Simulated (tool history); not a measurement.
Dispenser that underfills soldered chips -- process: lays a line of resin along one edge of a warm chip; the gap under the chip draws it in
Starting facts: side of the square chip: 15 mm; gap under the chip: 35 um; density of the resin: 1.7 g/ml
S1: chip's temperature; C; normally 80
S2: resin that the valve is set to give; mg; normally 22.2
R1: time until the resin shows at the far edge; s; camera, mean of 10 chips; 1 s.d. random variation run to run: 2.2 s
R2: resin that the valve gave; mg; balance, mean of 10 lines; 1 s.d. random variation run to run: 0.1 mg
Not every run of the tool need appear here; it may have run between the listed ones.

run   hour  S1    S2     R1     R2
  1      0  80  22.2  251.6  22.28
       6.1  -- new syringe of resin
  2    6.6  80  22.2  224.1  22.17
  3   13.8  80  22.2  338.1  22.03
      15.4  -- new syringe of resin
  4     18  80  22.2  251.5  21.78
  5   23.4  80  22.2  346.3  21.77
        25  -- new syringe of resin
  6   31.1  80  22.2  311.7  21.58
      34.1  -- new syringe of resin
  7   39.5  80  22.2  304.5  21.63
      43.2  -- new syringe of resin
  8   47.4  80  22.2  269.4  21.41
      52.5  -- new syringe of resin
  9   53.8  83  22.2  217.7  21.22
      61.9  -- new syringe of resin
 10     62  80  22.2  224.9  21.12
      64.6  -- dispensing valve cleaned and set on the balance
 11   69.7  80  22.2  319.9   21.9
      72.4  -- new syringe of resin
 12   76.6  80  22.2  277.3  21.99
      81.4  -- new syringe of resin
 13   83.7  80  22.2    243  21.96
 14   88.6  69  22.2  470.1  21.77
      90.5  -- new syringe of resin
 15   93.1  82  22.2  233.6  21.56
      99.8  -- new syringe of resin
 16  100.6  82  22.2  209.1  21.82
 17  107.6  82  24.1  305.7  23.41
     108.9  -- new syringe of resin
 18  115.8  80  24.1    322  22.92
     117.9  -- new syringe of resin
 19  123.1  80  24.1  294.4  22.93
     127.1  -- new syringe of resin
     132.3  -- dispensing valve cleaned and set on the balance
 20  132.3  72  24.1  357.3  24.25
     137.3  -- new syringe of resin
 21    139  72  24.1  308.2  24.03
     146.6  -- new syringe of resin
 22  146.7  72  24.1  275.8  23.87
 23  150.7  72  24.1  345.5   23.8
 24  154.8  72  24.1  435.9  23.63
       156  -- new syringe of resin
 25  161.4  87  28.8  237.4  28.39
     165.6  -- new syringe of resin
 26  168.7  87  28.8  198.8  28.18
     174.6  -- new syringe of resin
 27  177.3  87  21.3  203.7   20.5
 28  181.3  87  21.3  256.7  20.39
     184.1  -- new syringe of resin
 29  186.9  90  20.9  189.4   20.3
     193.4  -- new syringe of resin
 30  195.5  90  20.9  175.4  20.13
     199.9  -- dispensing valve cleaned and set on the balance
     203.6  -- new syringe of resin
 31  204.2  74  28.4  268.3  28.01
 32  211.2  74  28.4  397.6  28.13

3 ways to go on from here, each from the tool as it stands after run 32. What would each give?
     212.6  -- new syringe of resin
  A  218.4  80  21.8   ?   ?
     212.6  -- new syringe of resin
  B  218.4  74  22.6   ?   ?
     212.6  -- new syringe of resin
  C  218.4  81  22.2   ?   ?

run     R1     R2
  A    293  21.45
  B    363  22.16
  C  293.8  21.89
What these runs would have given with no unlogged condition in the tool:
run     R1     R2
  A  218.9   21.8
  B  271.7  22.51
  C  219.4  22.24
